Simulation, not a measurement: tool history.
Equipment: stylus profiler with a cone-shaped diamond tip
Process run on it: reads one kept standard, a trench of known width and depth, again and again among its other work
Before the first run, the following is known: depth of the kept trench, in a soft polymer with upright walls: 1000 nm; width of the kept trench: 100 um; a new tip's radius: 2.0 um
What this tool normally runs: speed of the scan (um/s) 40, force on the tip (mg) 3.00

run,hour,speed of the scan (um/s),force on the tip (mg),depth of the trench (Å),width of the trench's floor (um)
1,0.0,40,3.00,10180.7,96.24
2,10.1,40,3.36,10195.0,96.23
3,26.7,40,2.57,10171.5,96.10
4,38.6,40,2.57,10167.7,96.13
5,49.5,40,2.57,10169.0,96.16
6,67.5,102,1.77,10133.7,95.66
7,75.8,15,3.13,10195.6,96.30
8,87.4,11,2.26,10155.6,96.26
9,106.5,16,1.29,10110.3,96.17
10,115.5,16,1.29,10108.7,96.15

Here are 5 independent what-if runs from the current tool condition. What would each one return?
A,124.5,14,2.12,?,?
B,124.5,40,2.58,?,?
C,124.5,18,1.29,?,?
D,124.5,40,3.23,?,?
E,124.5,50,3.41,?,?

run,depth of the trench (Å),width of the trench's floor (um)
A,10151.8,96.17
B,10172.4,96.12
C,10109.3,96.10
D,10202.0,96.09
E,10209.1,96.09
The same runs, with their run-to-run variation unchanged, on a tool lacking any hidden condition would have given:
run,depth of the trench (Å),width of the trench's floor (um)
A,10147.0,96.41
B,10167.6,96.36
C,10104.6,96.34
D,10197.2,96.33
E,10204.3,96.33
